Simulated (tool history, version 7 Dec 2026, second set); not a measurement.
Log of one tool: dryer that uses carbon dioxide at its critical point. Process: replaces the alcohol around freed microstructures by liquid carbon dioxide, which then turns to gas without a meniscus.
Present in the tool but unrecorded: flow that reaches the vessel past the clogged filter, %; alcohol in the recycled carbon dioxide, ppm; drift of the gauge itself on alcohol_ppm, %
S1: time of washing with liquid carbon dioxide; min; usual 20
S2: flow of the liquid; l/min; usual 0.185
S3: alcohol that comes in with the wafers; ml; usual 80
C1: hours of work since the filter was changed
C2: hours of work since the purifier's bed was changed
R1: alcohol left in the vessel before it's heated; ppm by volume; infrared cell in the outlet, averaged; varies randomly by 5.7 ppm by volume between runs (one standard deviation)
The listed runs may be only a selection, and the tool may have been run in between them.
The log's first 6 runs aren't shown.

run	hour	S1	S2	S3	C1	C2	R1
7	52.8	32	0.185	80	211	139	24
8	65.4	32	0.185	80	220	147	16
9	74.8	32	0.185	80	226	154	18
10	82.6	32	0.185	80	231	159	20
11	90.6	32	0.185	80	237	164	16
12	103.2	32	0.185	80	245	173	20
13	114.7	32	0.185	80	253	181	32
14	122.7	20	0.185	91	259	186	346
15	128.6	20	0.185	91	263	190	363
16	135.6	20	0.185	91	267	195	363
17	147.7	20	0.185	91	276	203	374
18	154.8	20	0.185	91	280	208	379
19	163.7	20	0.185	91	286	214	385
20	176.7	20	0.185	80	295	223	344
21	188.9	20	0.185	80	304	231	347
22	200.1	20	0.291	80	311	239	34
23	213.2	20	0.112	80	320	248	4032
24	219.1	20	0.112	80	324	252	4139
25	226.2	15	0.237	23	329	256	152
26	232.7	27	0.233	39	333	261	28

Predict the results of run 27:
27	238.5	20	0.285	62	337	265	?

Run 27 measured R1 33 ppm by volume.
With the hidden condition absent and the run-to-run variation left alone, this run would have shown R1 8 ppm by volume.

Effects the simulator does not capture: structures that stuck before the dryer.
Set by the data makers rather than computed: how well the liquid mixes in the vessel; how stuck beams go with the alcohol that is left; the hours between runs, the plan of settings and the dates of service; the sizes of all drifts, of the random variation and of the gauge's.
